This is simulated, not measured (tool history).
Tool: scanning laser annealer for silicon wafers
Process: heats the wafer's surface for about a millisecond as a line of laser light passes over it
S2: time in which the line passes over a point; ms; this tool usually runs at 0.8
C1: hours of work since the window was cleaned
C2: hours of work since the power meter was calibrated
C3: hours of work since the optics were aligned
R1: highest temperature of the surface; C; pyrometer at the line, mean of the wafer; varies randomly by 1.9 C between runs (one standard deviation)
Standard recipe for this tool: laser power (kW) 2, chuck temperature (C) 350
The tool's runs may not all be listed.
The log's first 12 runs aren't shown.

Run 13, hour 629.8: usual settings but S2 0.88 ms, chuck temperature (C) 325; C1 779; C2 1702; C3 601. Result: R1 1125 C.
At hour 642.2: window over the wafer cleaned.
Run 14, hour 691.4: usual settings but chuck temperature (C) 360; C1 25; C2 1732; C3 632. Result: R1 1145 C.
Run 15, hour 725.4: usual settings but laser power (kW) 2.137, chuck temperature (C) 360; C1 42; C2 1749; C3 649. Result: R1 1195 C.
Run 16, hour 792.2: usual settings but laser power (kW) 2.137, chuck temperature (C) 360; C1 76; C2 1783; C3 683. Result: R1 1193 C.
Run 17, hour 848.5: usual settings but laser power (kW) 2.137, chuck temperature (C) 360; C1 104; C2 1811; C3 711. Result: R1 1197 C.
Run 18, hour 880.3: usual settings but laser power (kW) 1.765, S2 0.871 ms, chuck temperature (C) 359; C1 121; C2 1827; C3 727. Result: R1 1094 C.
Run 19, hour 925.8: usual settings but laser power (kW) 1.826, S2 0.659 ms, chuck temperature (C) 317; C1 144; C2 1850; C3 750. Result: R1 958 C.
Run 20, hour 971.4: usual settings but laser power (kW) 2.129, S2 0.869 ms, chuck temperature (C) 384; C1 167; C2 1874; C3 773. Result: R1 1253 C.
At hour 1010.2: optics aligned, line set to its width.
Run 21, hour 1010.2: usual settings but laser power (kW) 2.129, S2 0.895 ms, chuck temperature (C) 331; C1 184; C2 1891; C3 0. Result: R1 1230 C.
Run 22, hour 1058: usual settings but laser power (kW) 2.071, S2 0.746 ms, chuck temperature (C) 387; C1 208; C2 1915; C3 24. Result: R1 1170 C.
Run 23, hour 1113.1: usual settings but laser power (kW) 2.071, S2 0.746 ms, chuck temperature (C) 387; C1 236; C2 1943; C3 52. Result: R1 1168 C.
Run 24, hour 1162.2: usual settings but laser power (kW) 2.005, S2 0.794 ms; C1 261; C2 1968; C3 77. Result: R1 1131 C.

Run 25 is up next; what results do you expect?
Run 25, hour 1192.8: usual settings but laser power (kW) 2.035, S2 0.756 ms; C1 276; C2 1983; C3 92. Result: R1 ?.

Run 25 produced R1 1121 C.
Take away the tool's hidden state, keep the run-to-run variation as it was, and the same run would have given R1 1141 C.
